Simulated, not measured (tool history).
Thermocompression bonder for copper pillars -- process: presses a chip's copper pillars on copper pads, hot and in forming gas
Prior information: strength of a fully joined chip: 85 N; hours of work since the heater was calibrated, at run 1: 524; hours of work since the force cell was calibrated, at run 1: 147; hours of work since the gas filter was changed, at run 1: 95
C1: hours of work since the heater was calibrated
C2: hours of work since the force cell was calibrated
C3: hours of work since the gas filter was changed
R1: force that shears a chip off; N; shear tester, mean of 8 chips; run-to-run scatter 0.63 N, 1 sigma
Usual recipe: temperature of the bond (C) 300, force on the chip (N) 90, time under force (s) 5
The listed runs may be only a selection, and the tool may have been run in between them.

run 1 hour=0 | temperature_of_the_bond_(C)=300 force_on_the_chip_(N)=90 time_under_force_(s)=5 | C1=524 C2=147 C3=95 | R1=61.5
run 2 hour=6.9 | temperature_of_the_bond_(C)=300 force_on_the_chip_(N)=90 time_under_force_(s)=5 | C1=529 C2=152 C3=99 | R1=61.1
run 3 hour=11.9 | temperature_of_the_bond_(C)=300 force_on_the_chip_(N)=90 time_under_force_(s)=5 | C1=532 C2=156 C3=103 | R1=62.3
-- hour=16 forming gas filter changed
run 4 hour=18.3 | temperature_of_the_bond_(C)=300 force_on_the_chip_(N)=90 time_under_force_(s)=5 | C1=537 C2=160 C3=2 | R1=65.8
run 5 hour=23.9 | temperature_of_the_bond_(C)=300 force_on_the_chip_(N)=87 time_under_force_(s)=5 | C1=540 C2=164 C3=5 | R1=66.1
run 6 hour=29.8 | temperature_of_the_bond_(C)=300 force_on_the_chip_(N)=87 time_under_force_(s)=3 | C1=544 C2=168 C3=10 | R1=58
run 7 hour=39.3 | temperature_of_the_bond_(C)=300 force_on_the_chip_(N)=87 time_under_force_(s)=3 | C1=551 C2=174 C3=16 | R1=58.2
run 8 hour=43.8 | temperature_of_the_bond_(C)=300 force_on_the_chip_(N)=90 time_under_force_(s)=5 | C1=554 C2=177 C3=19 | R1=66.3
run 9 hour=52.6 | temperature_of_the_bond_(C)=300 force_on_the_chip_(N)=68 time_under_force_(s)=5 | C1=560 C2=183 C3=25 | R1=58
run 10 hour=57.5 | temperature_of_the_bond_(C)=300 force_on_the_chip_(N)=68 time_under_force_(s)=5 | C1=564 C2=187 C3=29 | R1=57.8
run 11 hour=66.9 | temperature_of_the_bond_(C)=300 force_on_the_chip_(N)=68 time_under_force_(s)=5 | C1=570 C2=193 C3=35 | R1=58.2
-- hour=70.2 heater calibrated with a thermocouple chip
run 12 hour=73.4 | temperature_of_the_bond_(C)=300 force_on_the_chip_(N)=68 time_under_force_(s)=5 | C1=2 C2=196 C3=38 | R1=52.6
run 13 hour=82.7 | temperature_of_the_bond_(C)=300 force_on_the_chip_(N)=68 time_under_force_(s)=5 | C1=9 C2=203 C3=45 | R1=52.3
run 14 hour=89 | temperature_of_the_bond_(C)=300 force_on_the_chip_(N)=68 time_under_force_(s)=5 | C1=13 C2=207 C3=49 | R1=51.2
run 15 hour=95 | temperature_of_the_bond_(C)=300 force_on_the_chip_(N)=90 time_under_force_(s)=12 | C1=17 C2=211 C3=53 | R1=70.1
run 16 hour=104.2 | temperature_of_the_bond_(C)=300 force_on_the_chip_(N)=90 time_under_force_(s)=12 | C1=23 C2=217 C3=59 | R1=69.3
run 17 hour=110.5 | temperature_of_the_bond_(C)=300 force_on_the_chip_(N)=90 time_under_force_(s)=12 | C1=28 C2=222 C3=64 | R1=70.9
run 18 hour=118.9 | temperature_of_the_bond_(C)=300 force_on_the_chip_(N)=90 time_under_force_(s)=12 | C1=34 C2=228 C3=70 | R1=70
run 19 hour=123.3 | temperature_of_the_bond_(C)=300 force_on_the_chip_(N)=90 time_under_force_(s)=12 | C1=37 C2=231 C3=73 | R1=68.7
run 20 hour=131.8 | temperature_of_the_bond_(C)=300 force_on_the_chip_(N)=100 time_under_force_(s)=12 | C1=42 C2=236 C3=78 | R1=71.2
run 21 hour=140.3 | temperature_of_the_bond_(C)=300 force_on_the_chip_(N)=63 time_under_force_(s)=3 | C1=48 C2=242 C3=84 | R1=40.6
run 22 hour=146.5 | temperature_of_the_bond_(C)=300 force_on_the_chip_(N)=63 time_under_force_(s)=3 | C1=53 C2=247 C3=89 | R1=41.4
run 23 hour=154.9 | temperature_of_the_bond_(C)=300 force_on_the_chip_(N)=63 time_under_force_(s)=3 | C1=58 C2=252 C3=94 | R1=40.7
run 24 hour=161.6 | temperature_of_the_bond_(C)=300 force_on_the_chip_(N)=63 time_under_force_(s)=3 | C1=63 C2=257 C3=99 | R1=40.2
-- hour=171.4 forming gas filter changed
run 25 hour=171.5 | temperature_of_the_bond_(C)=300 force_on_the_chip_(N)=90 time_under_force_(s)=5 | C1=69 C2=264 C3=0 | R1=62.6
run 26 hour=179.9 | temperature_of_the_bond_(C)=300 force_on_the_chip_(N)=90 time_under_force_(s)=5 | C1=75 C2=269 C3=6 | R1=61.7
run 27 hour=184.8 | temperature_of_the_bond_(C)=276 force_on_the_chip_(N)=121 time_under_force_(s)=8 | C1=79 C2=273 C3=9 | R1=64.9
run 28 hour=193.2 | temperature_of_the_bond_(C)=276 force_on_the_chip_(N)=121 time_under_force_(s)=8 | C1=84 C2=278 C3=15 | R1=65.4
run 29 hour=200.8 | temperature_of_the_bond_(C)=300 force_on_the_chip_(N)=125 time_under_force_(s)=5 | C1=90 C2=284 C3=20 | R1=71.4
run 30 hour=206.2 | temperature_of_the_bond_(C)=289 force_on_the_chip_(N)=78 time_under_force_(s)=6 | C1=93 C2=287 C3=24 | R1=54.3
run 31 hour=214.2 | temperature_of_the_bond_(C)=300 force_on_the_chip_(N)=109 time_under_force_(s)=5 | C1=99 C2=293 C3=29 | R1=67.1
run 32 hour=220.2 | temperature_of_the_bond_(C)=303 force_on_the_chip_(N)=90 time_under_force_(s)=3 | C1=103 C2=297 C3=34 | R1=56
run 33 hour=226.8 | temperature_of_the_bond_(C)=303 force_on_the_chip_(N)=90 time_under_force_(s)=3 | C1=108 C2=302 C3=38 | R1=55.7
run 34 hour=234.4 | temperature_of_the_bond_(C)=303 force_on_the_chip_(N)=90 time_under_force_(s)=3 | C1=113 C2=307 C3=43 | R1=55.6
run 35 hour=241.4 | temperature_of_the_bond_(C)=271 force_on_the_chip_(N)=61 time_under_force_(s)=14 | C1=118 C2=312 C3=48 | R1=48.9
run 36 hour=249.7 | temperature_of_the_bond_(C)=310 force_on_the_chip_(N)=131 time_under_force_(s)=7 | C1=123 C2=317 C3=54 | R1=76.6
run 37 hour=256.4 | temperature_of_the_bond_(C)=300 force_on_the_chip_(N)=100 time_under_force_(s)=7 | C1=128 C2=322 C3=59 | R1=66.2
run 38 hour=263.1 | temperature_of_the_bond_(C)=300 force_on_the_chip_(N)=100 time_under_force_(s)=8 | C1=133 C2=327 C3=63 | R1=69.2
run 39 hour=272.3 | temperature_of_the_bond_(C)=303 force_on_the_chip_(N)=83 time_under_force_(s)=5 | C1=139 C2=333 C3=69 | R1=58.7

Some steps in R1, run to run, broken into two amounts with sign: the step expected even without the hidden condition (settings, incoming material, random variation), and the rest, left for the hidden condition together with whatever gauge scatter is not in both the measured and the hidden-condition-free result:
The tool's hidden condition here consists of: true temperature of the bond over the reading, C; force that reaches the chip, % of what is set; oxide that the forming gas leaves, % of the face; drift of the gauge itself on shear_n, %.
Run 3 -> 4: forming gas filter changed. R1 +3.5 N: hidden state +6.3, all else -2.8.
Run 11 -> 12: heater calibrated with a thermocouple chip. R1 -5.6 N: hidden state -5.3, all else -0.3.
Run 20 -> 21: force on the chip (N) 100 -> 63, time under force (s) 12 -> 3. R1 -30.6 N: hidden state +2, all else -32.6.
Run 24 -> 25: force on the chip (N) 63 -> 90, time under force (s) 3 -> 5, forming gas filter changed. R1 +22.4 N: hidden state +3.7, all else +18.7.
Run 35 -> 36: temperature of the bond (C) 271 -> 310, force on the chip (N) 61 -> 131, time under force (s) 14 -> 7. R1 +27.7 N: hidden state -2.1, all else +29.8.
